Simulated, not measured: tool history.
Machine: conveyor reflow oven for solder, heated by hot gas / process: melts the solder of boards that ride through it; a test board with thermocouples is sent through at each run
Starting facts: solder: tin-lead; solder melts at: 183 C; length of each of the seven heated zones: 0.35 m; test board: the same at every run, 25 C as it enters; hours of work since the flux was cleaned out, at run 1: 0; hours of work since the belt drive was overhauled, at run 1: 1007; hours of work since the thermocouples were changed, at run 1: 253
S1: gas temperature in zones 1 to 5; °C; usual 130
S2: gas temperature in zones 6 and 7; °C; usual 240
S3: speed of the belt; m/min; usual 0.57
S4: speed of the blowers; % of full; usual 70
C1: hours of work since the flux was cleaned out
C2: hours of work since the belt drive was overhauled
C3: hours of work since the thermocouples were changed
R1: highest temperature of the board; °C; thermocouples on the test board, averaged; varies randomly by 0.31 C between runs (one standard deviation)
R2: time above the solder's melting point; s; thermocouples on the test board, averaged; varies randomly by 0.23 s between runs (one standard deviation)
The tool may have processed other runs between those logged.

run    hour   S1   S2     S3  S4   C1    C2   C3     R1    R2
  1       0  130  240   0.57  70    0  1007  253  220.9  55.7
  2    62.3  130  240   0.57  70   41  1048  294  220.9  55.5
  3   142.4  130  229   0.57  70   93  1100  346  210.9  47.6
  4   230.9  130  229   0.57  70  151  1158  404  211.3  47.6
  5   322.7  130  240   0.57  70  211  1218  464  219.6  54.8
      338.5  -- belt drive overhauled, speed set with a stopwatch
  6   403.7  130  240   0.57  70  262    43  514  218.3  52.5
  7   484.1  130  240   0.57  70  315    95  567  218.4  52.9
      526.3  -- flux residue cleaned out of gas plates and filters
      570.8  -- thermocouples of zones 6 and 7 changed
  8   582.4  130  240   0.57  56   35   155    8  216.7  51.3
  9     628  130  240   0.57  56   65   185   37    216  51.3
 10   680.7  130  236   0.57  70  100   219   72  215.6  51.2
 11   754.8  130  236   0.57  70  148   268  120  215.8  50.6
 12   819.5  130  236   0.57  70  191   310  163  215.3  50.4
 13   894.7  130  236   0.57  70  240   359  212  214.5    50
 14   950.1  121  229  0.595  50  276   396  248  200.8  29.7
 15  1023.1  144  235  0.679  53  324   443  296  206.7    37
     1054.4  -- flux residue cleaned out of gas plates and filters
 16  1112.6  144  235  0.679  53   38   499  351  208.9    41
 17  1184.8  130  243  0.546  70   85   546  399  225.2  61.3
 18  1266.7  130  240  0.504  70  139   600  452    225  66.4
 19  1348.8  143  244   0.57  70  193   653  506  226.2  63.3
 20  1419.2  143  244   0.57  70  239   699  552  225.8  63.1
 21  1501.6  143  244   0.57  70  293   753  606    226  63.1

Here are 3 independent what-if runs from the current tool condition. What would each one return?
     1522.9  -- thermocouples of zones 6 and 7 changed
  A  1557.9  143  233  0.556  88  328  789  23   ?   ?
     1522.9  -- thermocouples of zones 6 and 7 changed
  B  1557.9  143  232   0.57  70  328  789  23   ?   ?
     1522.9  -- thermocouples of zones 6 and 7 changed
  C  1557.9  121  250   0.57  70  328  789  23   ?   ?

run     R1    R2
  A  216.6  58.8
  B  212.9  53.3
  C  223.3  54.5
With no hidden state in the tool, these same runs would have given:
run     R1    R2
  A  219.3  60.4
  B  215.5  55.2
  C  226.7  56.2

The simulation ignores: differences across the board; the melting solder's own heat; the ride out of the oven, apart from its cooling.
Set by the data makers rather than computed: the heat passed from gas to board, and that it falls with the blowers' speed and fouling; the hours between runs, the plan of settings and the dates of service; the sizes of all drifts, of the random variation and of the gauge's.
